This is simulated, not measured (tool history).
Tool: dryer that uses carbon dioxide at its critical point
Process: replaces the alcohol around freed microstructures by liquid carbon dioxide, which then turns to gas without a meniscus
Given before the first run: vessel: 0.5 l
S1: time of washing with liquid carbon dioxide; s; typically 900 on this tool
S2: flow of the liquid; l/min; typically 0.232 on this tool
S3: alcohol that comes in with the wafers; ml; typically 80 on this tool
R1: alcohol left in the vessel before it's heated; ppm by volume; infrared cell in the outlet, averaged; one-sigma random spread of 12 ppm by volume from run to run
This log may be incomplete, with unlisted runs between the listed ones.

| run | hour | S1 | S2 | S3 | R1 |
|---|---|---|---|---|---|
| 1 | 0.0 | 900 | 0.232 | 80 | 716 |
| 2 | 9.4 | 900 | 0.232 | 80 | 726 |
| 3 | 21.4 | 900 | 0.232 | 80 | 730 |
| 4 | 35.9 | 900 | 0.232 | 34 | 328 |
| 5 | 55.2 | 900 | 0.232 | 83 | 819 |
| 6 | 63.7 | 900 | 0.232 | 80 | 793 |
| 7 | 75.4 | 900 | 0.232 | 80 | 799 |
| 8 | 92.4 | 660 | 0.232 | 80 | 3410 |
| 9 | 104.7 | 660 | 0.232 | 80 | 3431 |
| 10 | 122.9 | 1200 | 0.232 | 80 | 168 |
| 11 | 141.0 | 1200 | 0.232 | 80 | 168 |
| 12 | 155.9 | 1200 | 0.232 | 80 | 185 |
| 13 | 172.9 | 1200 | 0.232 | 80 | 178 |
| 14 | 182.4 | 1200 | 0.232 | 80 | 196 |
| 15 | 201.4 | 1200 | 0.232 | 80 | 201 |
| 16 | 216.1 | 1200 | 0.232 | 80 | 200 |
| 17 | 229.9 | 900 | 0.232 | 80 | 1059 |
| 18 | 248.0 | 840 | 0.232 | 80 | 1526 |
| 19 | 260.7 | 1080 | 0.232 | 80 | 433 |
| 20 | 276.4 | 1080 | 0.232 | 80 | 444 |
| 21 | 286.4 | 900 | 0.232 | 80 | 1167 |
| 22 | 297.3 | 900 | 0.232 | 41 | 602 |
| 23 | 317.8 | 900 | 0.232 | 41 | 629 |
| 24 | 337.5 | 900 | 0.232 | 41 | 641 |
| 25 | 355.2 | 900 | 0.203 | 80 | 2322 |
| 26 | 376.4 | 900 | 0.203 | 80 | 2364 |
| 27 | 394.3 | 900 | 0.203 | 80 | 2400 |
| 28 | 413.7 | 1080 | 0.275 | 22 | 73 |
| 29 | 422.6 | 1080 | 0.275 | 22 | 80 |
| 30 | 435.0 | 1080 | 0.275 | 22 | 75 |
| 31 | 453.0 | 600 | 0.394 | 75 | 848 |
| 32 | 467.8 | 540 | 0.163 | 60 | 16435 |
| 33 | 476.8 | 900 | 0.274 | 95 | 823 |
| 34 | 488.0 | 1020 | 0.154 | 44 | 2648 |
| 35 | 507.6 | 1020 | 0.154 | 44 | 2686 |
| 36 | 527.8 | 1200 | 0.321 | 44 | 39 |
|  | 541.5 | inlet filter changed |
| 37 | 548.5 | 540 | 0.155 | 44 | 9794 |
| 38 | 562.0 | 540 | 0.155 | 44 | 9954 |
| 39 | 574.8 | 540 | 0.155 | 44 | 9920 |
| 40 | 592.5 | 540 | 0.155 | 44 | 9995 |
| 41 | 605.7 | 780 | 0.211 | 80 | 2414 |
| 42 | 616.9 | 780 | 0.211 | 80 | 2452 |
| 43 | 635.1 | 600 | 0.380 | 63 | 455 |
| 44 | 655.3 | 900 | 0.256 | 23 | 164 |
| 45 | 673.1 | 900 | 0.256 | 23 | 179 |
| 46 | 688.2 | 900 | 0.256 | 23 | 165 |
| 47 | 699.6 | 1380 | 0.232 | 80 | 74 |
| 48 | 718.6 | 660 | 0.199 | 61 | 4767 |

3 ways to go on from here, each from the tool as it stands after run 48. What would each give?
| A | 730.4 | 900 | 0.145 | 80 | ? |
| B | 730.4 | 660 | 0.199 | 61 | ? |
| C | 730.4 | 660 | 0.199 | 24 | ? |

| run | R1 |
|---|---|
| A | 6435 |
| B | 4843 |
| C | 1844 |
Had the tool no hidden state, the same runs would have come out as:
| run | R1 |
|---|---|
| A | 5192 |
| B | 3906 |
| C | 1476 |
